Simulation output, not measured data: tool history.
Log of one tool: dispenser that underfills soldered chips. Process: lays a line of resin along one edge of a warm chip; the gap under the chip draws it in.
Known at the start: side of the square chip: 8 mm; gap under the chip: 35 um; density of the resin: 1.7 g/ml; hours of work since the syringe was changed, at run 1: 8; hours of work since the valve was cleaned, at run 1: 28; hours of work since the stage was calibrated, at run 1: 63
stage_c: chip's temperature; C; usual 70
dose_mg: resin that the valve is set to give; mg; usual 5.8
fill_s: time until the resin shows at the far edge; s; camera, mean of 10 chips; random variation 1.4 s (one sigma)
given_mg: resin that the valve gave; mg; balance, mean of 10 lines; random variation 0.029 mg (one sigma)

run	hour	stage_c	dose_mg	hours of work since the syringe was changed	hours of work since the valve was cleaned	hours of work since the stage was calibrated	fill_s	given_mg
1	0	70	5.8	8	28	63	226.6	5.6
# hour 2.2: new syringe of resin
2	5.5	70	7.4	2	31	67	145.3	7.15
3	8.5	70	7.4	4	33	68	166.3	7.13
4	12.2	70	7.4	6	35	71	192.8	7.08
# hour 17.1: new syringe of resin
5	17.6	70	7.4	0	38	74	133.8	7.1
6	21.2	70	7.4	3	40	76	156.5	7.1
7	26.1	70	7.4	6	44	79	190.4	7.12
8	30	65	7.4	8	46	81	255.1	7.06
# hour 32: new syringe of resin
9	33.2	62	7.4	1	48	83	177.4	7.03
10	37.8	60	5.8	4	50	86	233.8	5.49
11	41.9	70	6.47	6	53	89	198.7	6.12
12	46	68	5.8	9	56	91	248.5	5.51
# hour 46.9: new syringe of resin
13	51.1	70	5.75	3	58	94	161	5.42
14	53.4	70	5.83	4	60	96	174.4	5.51
15	58.5	70	5.52	7	63	99	218.5	5.16
# hour 61.9: new syringe of resin
16	64.2	70	5.52	1	66	102	148.4	5.12
17	67.5	57	7.2	3	68	104	245.2	6.72
18	72.1	73	5.13	6	71	107	191.5	4.76
# hour 76.9: new syringe of resin
19	77.4	71	7.09	0	74	110	134	6.55
20	81.5	71	7.09	3	77	112	154.1	6.55
# hour 85.6: dispensing valve cleaned and set on the balance
21	86.5	71	7.09	5	1	115	183.7	7.07
22	90	84	6.84	7	3	117	144.5	6.82
# hour 92.8: new syringe of resin
23	95.6	56	5.74	2	6	120	232.9	5.66
24	99.4	72	5.81	4	8	123	164	5.8
25	102.1	72	5.81	6	10	124	181.2	5.72
26	104.4	72	5.81	7	11	126	200.4	5.73

Forecast each of these 5 alternatives for the next run:
# hour 107.9: new syringe of resin
A	108.7	57	5.08	1	14	128	?	?
# hour 107.9: new syringe of resin
B	108.7	70	6.06	1	14	128	?	?
# hour 107.9: new syringe of resin
C	108.7	83	6.46	1	14	128	?	?
# hour 107.9: new syringe of resin
D	108.7	72	7.32	1	14	128	?	?
# hour 107.9: new syringe of resin
E	108.7	85	6.8	1	14	128	?	?

run	fill_s	given_mg
A	217.6	4.96
B	138.6	5.95
C	95.1	6.32
D	131.2	7.18
E	90	6.71
Without the tool's hidden state the same runs would have given:
run	fill_s	given_mg
A	203.1	5.02
B	129.8	6.03
C	89.3	6.41
D	123.1	7.27
E	84.5	6.8
